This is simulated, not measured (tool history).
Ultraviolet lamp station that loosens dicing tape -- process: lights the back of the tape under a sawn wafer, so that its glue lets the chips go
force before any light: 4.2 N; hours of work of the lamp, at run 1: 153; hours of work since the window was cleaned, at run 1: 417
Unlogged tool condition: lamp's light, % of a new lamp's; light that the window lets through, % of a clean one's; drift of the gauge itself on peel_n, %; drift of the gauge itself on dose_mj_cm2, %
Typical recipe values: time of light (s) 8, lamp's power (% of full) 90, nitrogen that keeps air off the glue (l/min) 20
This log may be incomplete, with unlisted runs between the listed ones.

run,hour,time of light (s),lamp's power (% of full),nitrogen that keeps air off the glue (l/min),hours of work of the lamp,hours of work since the window was cleaned,force that peels the tape off (N),light that reached the tape (mJ/cm2)
1,0,8,90,20,153,417,0.42,281
2,45.9,8,90,20,187,451,0.441,274
# hour 64.2: window cleaned of glue's vapour
3,95.5,8,90,20,223,23,0.491,251
4,135.6,8,90,20,252,52,0.518,245
5,191.3,8,90,20,293,93,0.54,234
6,248,5,90,20,334,134,1.077,139
7,299.3,8,60,15,371,172,1.16,143
# hour 319.5: window cleaned of glue's vapour, once more
8,353.5,5,99,7,411,25,1.114,195
9,397.2,8,90,7,442,57,0.705,267
10,455.1,8,64,11,485,99,0.956,180

Had the tool no unlogged condition, and each run kept its random variation, what would the results have been?
run,force that peels the tape off (N),light that reached the tape (mJ/cm2)
1,0.303,366
2,0.304,369
3,0.3,365
4,0.305,366
5,0.297,364
6,0.551,227
7,0.568,243
8,0.767,258
9,0.439,366
10,0.572,258
